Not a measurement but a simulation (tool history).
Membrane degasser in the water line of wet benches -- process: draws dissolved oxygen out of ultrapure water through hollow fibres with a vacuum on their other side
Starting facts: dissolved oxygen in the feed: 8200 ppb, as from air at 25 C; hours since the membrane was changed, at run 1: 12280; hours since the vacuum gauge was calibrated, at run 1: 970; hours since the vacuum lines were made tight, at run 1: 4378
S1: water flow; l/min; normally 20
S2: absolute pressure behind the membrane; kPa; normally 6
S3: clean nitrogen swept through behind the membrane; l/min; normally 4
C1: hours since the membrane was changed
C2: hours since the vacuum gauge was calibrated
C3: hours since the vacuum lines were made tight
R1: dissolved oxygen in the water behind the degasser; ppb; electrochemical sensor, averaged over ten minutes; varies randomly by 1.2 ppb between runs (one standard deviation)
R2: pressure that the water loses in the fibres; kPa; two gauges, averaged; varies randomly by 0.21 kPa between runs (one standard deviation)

run 1 hour=0 | S1=20 S2=6 S3=4 | C1=12280 C2=970 C3=4378 | R1=120 R2=49.31
run 2 hour=233.6 | S1=20 S2=6 S3=4 | C1=12513 C2=1204 C3=4611 | R1=121.5 R2=49.6
run 3 hour=459.9 | S1=20 S2=6 S3=4.63 | C1=12739 C2=1430 C3=4838 | R1=117.5 R2=48.98
run 4 hour=692.7 | S1=20 S2=6 S3=2.67 | C1=12972 C2=1663 C3=5071 | R1=138.3 R2=49.59
run 5 hour=931.3 | S1=20 S2=6 S3=2.67 | C1=13211 C2=1901 C3=5309 | R1=137.7 R2=49.31
run 6 hour=1205.8 | S1=20 S2=6 S3=2.67 | C1=13485 C2=2176 C3=5584 | R1=134.7 R2=48.84
run 7 hour=1382.4 | S1=20 S2=6 S3=2.67 | C1=13662 C2=2352 C3=5760 | R1=139.1 R2=48.99
run 8 hour=1580.4 | S1=20 S2=6 S3=4.37 | C1=13860 C2=2550 C3=5958 | R1=116 R2=48.76
run 9 hour=1797.3 | S1=20 S2=6 S3=4.37 | C1=14077 C2=2767 C3=6175 | R1=116.2 R2=49.4
run 10 hour=2075.4 | S1=20 S2=6 S3=4.37 | C1=14355 C2=3045 C3=6453 | R1=119.1 R2=49.37
run 11 hour=2261.8 | S1=20 S2=5.47 S3=4 | C1=14541 C2=3232 C3=6640 | R1=115.7 R2=48.96
run 12 hour=2569 | S1=20 S2=14.36 S3=4.12 | C1=14849 C2=3539 C3=6947 | R1=218.8 R2=48.68
run 13 hour=2875.8 | S1=20 S2=14.36 S3=4.12 | C1=15155 C2=3846 C3=7254 | R1=215 R2=49.02
run 14 hour=3165.3 | S1=20 S2=14.36 S3=4.12 | C1=15445 C2=4135 C3=7543 | R1=215.4 R2=49.2
run 15 hour=3477 | S1=20 S2=5.34 S3=4.33 | C1=15757 C2=4447 C3=7855 | R1=112.1 R2=48.86
run 16 hour=3651.7 | S1=13 S2=5.34 S3=4.33 | C1=15931 C2=4622 C3=8030 | R1=51.4 R2=31.93
run 17 hour=3889.1 | S1=25 S2=6 S3=1.94 | C1=16169 C2=4859 C3=8267 | R1=211.7 R2=61.28
run 18 hour=4060.9 | S1=25 S2=4.24 S3=1.94 | C1=16340 C2=5031 C3=8439 | R1=162.8 R2=60.81
run 19 hour=4204 | S1=25 S2=8.54 S3=6.95 | C1=16483 C2=5174 C3=8582 | R1=179.6 R2=61.01
run 20 hour=4445 | S1=25 S2=8.54 S3=6.95 | C1=16725 C2=5415 C3=8823 | R1=177.1 R2=60.47
run 21 hour=4686 | S1=24 S2=11.37 S3=4 | C1=16966 C2=5656 C3=9064 | R1=234 R2=58.49
run 22 hour=4874.8 | S1=24 S2=11.37 S3=4 | C1=17154 C2=5845 C3=9253 | R1=233.1 R2=58.68

What if the next run were any one of these 3? Each begins from the tool's condition after run 22:
run A hour=5133.6 | S1=20 S2=10.67 S3=4 | C1=17413 C2=6104 C3=9511 | R1=? R2=?
run B hour=5133.6 | S1=29 S2=6 S3=2.02 | C1=17413 C2=6104 C3=9511 | R1=? R2=?
run C hour=5133.6 | S1=32 S2=6 S3=2.67 | C1=17413 C2=6104 C3=9511 | R1=? R2=?

run=A R1=173.8 R2=48.31
run=B R1=263 R2=70.82
run=C R1=277 R2=77.53
The same runs, with their run-to-run variation unchanged, on a tool lacking any hidden condition would have given:
run=A R1=173.5 R2=49.06
run=B R1=262.5 R2=71.91
run=C R1=276.4 R2=78.74
